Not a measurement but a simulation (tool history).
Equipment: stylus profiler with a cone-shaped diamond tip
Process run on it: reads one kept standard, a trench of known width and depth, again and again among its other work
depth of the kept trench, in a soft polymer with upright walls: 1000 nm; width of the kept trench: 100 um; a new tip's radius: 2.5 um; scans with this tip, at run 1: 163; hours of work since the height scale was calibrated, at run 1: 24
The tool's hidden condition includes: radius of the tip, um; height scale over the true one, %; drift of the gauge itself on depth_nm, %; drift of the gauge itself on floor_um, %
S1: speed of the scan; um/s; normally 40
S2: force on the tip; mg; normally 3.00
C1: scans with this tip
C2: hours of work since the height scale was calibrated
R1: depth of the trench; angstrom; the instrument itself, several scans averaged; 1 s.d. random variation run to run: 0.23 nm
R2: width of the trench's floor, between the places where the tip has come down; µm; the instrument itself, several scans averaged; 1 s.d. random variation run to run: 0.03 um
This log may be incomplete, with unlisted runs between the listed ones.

run	hour	S1	S2	C1	C2	R1	R2
1	0.0	40	3.00	163	24	10104.3	95.79
2	39.3	40	3.00	360	52	10105.0	95.69
3	83.4	40	3.00	581	84	10099.7	95.53
4	108.6	40	3.00	708	102	10101.2	95.47
5	143.8	10	3.00	884	128	10097.1	95.45
6	170.2	10	3.00	1016	147	10102.4	95.37
7	194.2	10	3.00	1136	164	10097.8	95.29
8	244.1	10	3.00	1386	200	10097.5	95.15
9	292.0	40	3.00	1627	235	10100.5	94.88
10	330.6	40	3.00	1820	263	10095.1	94.80
11	366.2	146	3.00	1999	289	10091.5	94.22
12	402.6	146	3.00	2181	315	10090.6	94.17
13	440.6	146	3.00	2372	343	10093.0	93.98
14	468.8	146	3.00	2513	363	10092.0	93.92
15	518.2	146	3.00	2761	399	10090.5	93.75
16	558.9	146	3.00	2964	428	10088.1	93.73
17	611.1	146	3.00	3226	466	10082.6	93.66
18	654.8	146	3.00	3445	498	10086.7	93.47
19	704.9	32	7.09	3697	534	10167.8	94.01
20	743.9	32	7.09	3892	562	10164.2	93.93
21	770.9	32	3.00	4027	582	10081.7	93.74
22	821.4	32	3.00	4280	618	10086.0	93.69
23	852.7	30	1.12	4437	641	10029.6	93.60
24	901.7	24	1.81	4683	677	10048.4	93.50
25	949.6	42	2.14	4923	711	10054.6	93.33
26	1002.1	150	2.53	5187	749	10064.6	92.68
27	1030.0	150	2.53	5326	769	10062.1	92.60
28	1062.8	101	7.34	5491	793	10163.7	92.98

What if the next run were any one of these 5? Each begins from the tool's condition after run 28:
A	1090.2	83	2.00	5628	813	?	?
B	1090.2	19	2.55	5628	813	?	?
C	1090.2	32	1.63	5628	813	?	?
D	1090.2	53	4.84	5628	813	?	?
E	1090.2	40	2.62	5628	813	?	?

run	R1	R2
A	10046.5	92.74
B	10062.1	93.19
C	10036.0	93.05
D	10114.0	93.05
E	10071.8	93.04
The same runs, with their run-to-run variation unchanged, on a tool lacking any hidden condition would have given:
run	R1	R2
A	10080.3	95.48
B	10096.0	95.93
C	10069.8	95.80
D	10148.1	95.79
E	10105.7	95.79

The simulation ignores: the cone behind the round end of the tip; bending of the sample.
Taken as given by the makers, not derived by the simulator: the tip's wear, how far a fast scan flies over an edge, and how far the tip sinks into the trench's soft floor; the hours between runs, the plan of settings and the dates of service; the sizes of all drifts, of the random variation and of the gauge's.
